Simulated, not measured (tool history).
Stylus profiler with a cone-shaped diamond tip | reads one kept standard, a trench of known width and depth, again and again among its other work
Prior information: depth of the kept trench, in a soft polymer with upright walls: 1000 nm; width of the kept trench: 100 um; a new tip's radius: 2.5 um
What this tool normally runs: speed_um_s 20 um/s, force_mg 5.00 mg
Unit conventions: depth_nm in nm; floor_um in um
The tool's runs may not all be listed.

{"run": 1, "hour": 0.0, "speed_um_s": 20, "force_mg": 5.0, "depth_nm": 1016.78, "floor_um": 95.68}
{"run": 2, "hour": 24.8, "speed_um_s": 20, "force_mg": 2.28, "depth_nm": 1009.98, "floor_um": 95.63}
{"run": 3, "hour": 52.8, "speed_um_s": 20, "force_mg": 5.0, "depth_nm": 1016.4, "floor_um": 95.66}
{"run": 4, "hour": 104.4, "speed_um_s": 20, "force_mg": 5.0, "depth_nm": 1016.86, "floor_um": 95.62}
{"run": 5, "hour": 143.9, "speed_um_s": 20, "force_mg": 5.0, "depth_nm": 1016.89, "floor_um": 95.55}
{"run": 6, "hour": 177.1, "speed_um_s": 20, "force_mg": 10.79, "depth_nm": 1027.55, "floor_um": 95.62}
{"run": 7, "hour": 227.9, "speed_um_s": 20, "force_mg": 5.0, "depth_nm": 1016.91, "floor_um": 95.47}
{"run": 8, "hour": 267.5, "speed_um_s": 20, "force_mg": 5.0, "depth_nm": 1016.86, "floor_um": 95.48}
{"run": 9, "hour": 292.5, "speed_um_s": 20, "force_mg": 5.0, "depth_nm": 1016.57, "floor_um": 95.43}
{"run": 10, "hour": 321.5, "speed_um_s": 20, "force_mg": 5.0, "depth_nm": 1017.04, "floor_um": 95.42}
{"run": 11, "hour": 353.5, "speed_um_s": 20, "force_mg": 5.0, "depth_nm": 1017.13, "floor_um": 95.42}
{"run": 12, "hour": 406.3, "speed_um_s": 20, "force_mg": 5.0, "depth_nm": 1017.11, "floor_um": 95.37}
{"run": 13, "hour": 445.6, "speed_um_s": 20, "force_mg": 2.04, "depth_nm": 1010.02, "floor_um": 95.32}
{"run": 14, "hour": 477.6, "speed_um_s": 20, "force_mg": 2.04, "depth_nm": 1010.16, "floor_um": 95.35}
{"run": 15, "hour": 515.1, "speed_um_s": 20, "force_mg": 2.04, "depth_nm": 1010.3, "floor_um": 95.25}
{"run": 16, "hour": 558.8, "speed_um_s": 22, "force_mg": 2.04, "depth_nm": 1010.24, "floor_um": 95.23}
{"run": 17, "hour": 605.3, "speed_um_s": 71, "force_mg": 5.0, "depth_nm": 1017.18, "floor_um": 95.08}
{"run": 18, "hour": 659.6, "speed_um_s": 71, "force_mg": 5.0, "depth_nm": 1017.03, "floor_um": 95.03}
{"run": 19, "hour": 695.4, "speed_um_s": 71, "force_mg": 5.0, "depth_nm": 1017.21, "floor_um": 94.99}
{"run": 20, "hour": 720.3, "speed_um_s": 71, "force_mg": 5.0, "depth_nm": 1017.44, "floor_um": 95.0}
{"run": 21, "hour": 750.3, "speed_um_s": 16, "force_mg": 5.0, "depth_nm": 1017.6, "floor_um": 95.2}
{"run": 22, "hour": 774.8, "speed_um_s": 18, "force_mg": 5.0, "depth_nm": 1017.48, "floor_um": 95.16}
{"run": 23, "hour": 802.5, "speed_um_s": 9, "force_mg": 5.0, "depth_nm": 1017.61, "floor_um": 95.18}
{"run": 24, "hour": 854.7, "speed_um_s": 9, "force_mg": 5.0, "depth_nm": 1017.57, "floor_um": 95.06}
{"run": 25, "hour": 878.1, "speed_um_s": 17, "force_mg": 3.94, "depth_nm": 1015.06, "floor_um": 95.08}
{"run": 26, "hour": 933.9, "speed_um_s": 71, "force_mg": 9.74, "depth_nm": 1026.72, "floor_um": 94.97}
{"run": 27, "hour": 975.0, "speed_um_s": 71, "force_mg": 9.74, "depth_nm": 1026.91, "floor_um": 94.88}
{"run": 28, "hour": 1011.3, "speed_um_s": 26, "force_mg": 8.4, "depth_nm": 1024.72, "floor_um": 94.93}
{"run": 29, "hour": 1053.6, "speed_um_s": 31, "force_mg": 3.48, "depth_nm": 1013.62, "floor_um": 94.87}
{"run": 30, "hour": 1087.8, "speed_um_s": 8, "force_mg": 12.45, "depth_nm": 1031.67, "floor_um": 94.94}
{"run": 31, "hour": 1138.8, "speed_um_s": 8, "force_mg": 12.45, "depth_nm": 1031.39, "floor_um": 94.96}
{"run": 32, "hour": 1176.5, "speed_um_s": 55, "force_mg": 14.47, "depth_nm": 1034.8, "floor_um": 94.79}
{"run": 33, "hour": 1218.7, "speed_um_s": 55, "force_mg": 14.47, "depth_nm": 1035.13, "floor_um": 94.74}
{"run": 34, "hour": 1263.3, "speed_um_s": 11, "force_mg": 7.9, "depth_nm": 1023.51, "floor_um": 94.81}
{"run": 35, "hour": 1295.6, "speed_um_s": 11, "force_mg": 7.9, "depth_nm": 1023.85, "floor_um": 94.79}
{"run": 36, "hour": 1323.2, "speed_um_s": 17, "force_mg": 5.0, "depth_nm": 1018.41, "floor_um": 94.73}
{"run": 37, "hour": 1375.5, "speed_um_s": 17, "force_mg": 1.81, "depth_nm": 1009.89, "floor_um": 94.69}
{"run": 38, "hour": 1421.6, "speed_um_s": 38, "force_mg": 2.19, "depth_nm": 1011.21, "floor_um": 94.62}
{"run": 39, "hour": 1474.2, "speed_um_s": 38, "force_mg": 2.19, "depth_nm": 1011.01, "floor_um": 94.56}
{"run": 40, "hour": 1528.5, "speed_um_s": 10, "force_mg": 10.55, "depth_nm": 1028.66, "floor_um": 94.65}
{"run": 41, "hour": 1562.4, "speed_um_s": 10, "force_mg": 5.0, "depth_nm": 1018.04, "floor_um": 94.66}
{"run": 42, "hour": 1587.7, "speed_um_s": 5, "force_mg": 2.02, "depth_nm": 1010.7, "floor_um": 94.62}
{"run": 43, "hour": 1634.0, "speed_um_s": 5, "force_mg": 2.02, "depth_nm": 1010.87, "floor_um": 94.57}
{"run": 44, "hour": 1678.3, "speed_um_s": 5, "force_mg": 2.02, "depth_nm": 1010.79, "floor_um": 94.61}
{"run": 45, "hour": 1718.4, "speed_um_s": 76, "force_mg": 5.0, "depth_nm": 1018.07, "floor_um": 94.33}

Below, some changes in depth_nm between adjacent runs. For each, the amount present without the hidden state too (settings, incoming material, random variation) and the amount remaining for the hidden state with gauge scatter not shared by both compared results:
What the log doesn't record here: radius of the tip, um; height scale over the true one, %; drift of the gauge itself on depth_nm, %; drift of the gauge itself on floor_um, %.
Run 11 -> 12: no setting touched and nothing written in the log between the runs. depth_nm -0.02 nm: hidden state +0.05, all else -0.07.
Run 25 -> 26: speed_um_s 17 -> 71, force_mg 3.94 -> 9.74. depth_nm +11.66 nm: hidden state +0.06, all else +11.60.
Run 29 -> 30: speed_um_s 31 -> 8, force_mg 3.48 -> 12.45. depth_nm +18.05 nm: hidden state +0.05, all else +18.00.
Run 39 -> 40: speed_um_s 38 -> 10, force_mg 2.19 -> 10.55. depth_nm +17.65 nm: hidden state +0.07, all else +17.58.
